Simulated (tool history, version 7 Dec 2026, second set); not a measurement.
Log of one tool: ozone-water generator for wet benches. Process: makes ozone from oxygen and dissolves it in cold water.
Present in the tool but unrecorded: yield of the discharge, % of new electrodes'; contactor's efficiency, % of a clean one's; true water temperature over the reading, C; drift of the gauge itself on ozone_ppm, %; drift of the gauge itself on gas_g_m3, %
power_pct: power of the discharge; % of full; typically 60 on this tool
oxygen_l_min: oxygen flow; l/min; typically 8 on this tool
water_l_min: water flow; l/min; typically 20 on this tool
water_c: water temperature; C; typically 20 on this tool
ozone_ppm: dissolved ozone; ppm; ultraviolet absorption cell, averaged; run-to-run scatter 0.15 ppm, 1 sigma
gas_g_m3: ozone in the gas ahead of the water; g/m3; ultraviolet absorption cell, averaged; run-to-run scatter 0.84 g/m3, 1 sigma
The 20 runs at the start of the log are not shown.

run,day,power_pct,oxygen_l_min,water_l_min,water_c,hours of work since the electrodes were changed,hours of work since the contactor was cleaned,hours of work since the thermometer was calibrated,ozone_ppm,gas_g_m3
21,17.883,60,8,20,18,1281,4818,1942,18.2,131.2
22,18.821,60,8,16,16,1301,4839,1962,22.1,131.3
23,19.742,60,8,26,20,1321,4859,1982,14.8,130.8
24,20.392,41,10.41,26,18,1335,4873,1996,11.4,85.6
25,21.5,41,10.41,26,18,1359,4897,2020,11.2,85.9
26,22.062,59,10.41,26,18,1371,4909,2033,14.8,112
27,22.804,53,5.23,12,20,1387,4925,2049,23.1,152
28,23.4,53,5.23,12,20,1400,4938,2062,22.8,153
29,24.658,41,5.23,29,12,1427,4965,2089,11.2,125.5
30,25.875,41,5.23,29,12,1454,4991,2115,11.2,126.6
31,26.617,41,5.23,29,12,1470,5007,2131,11.4,125.8

Branching from run 31: 4 alternative next runs. What would each branch give?
A,27.65,93,5.23,13,15,1492,5030,2153,?,?
B,27.65,48,4.19,29,12,1492,5030,2153,?,?
C,27.65,60,5.23,28,12,1492,5030,2153,?,?
D,27.65,60,11.23,16,23,1492,5030,2153,?,?

run,ozone_ppm,gas_g_m3
A,35.9,227.6
B,12.3,158.9
C,15.5,166.9
D,17,107.7
With no hidden state in the tool, these same runs would have given:
run,ozone_ppm,gas_g_m3
A,39.6,239.5
B,13.5,163.8
C,17.2,173.2
D,18.6,111.8
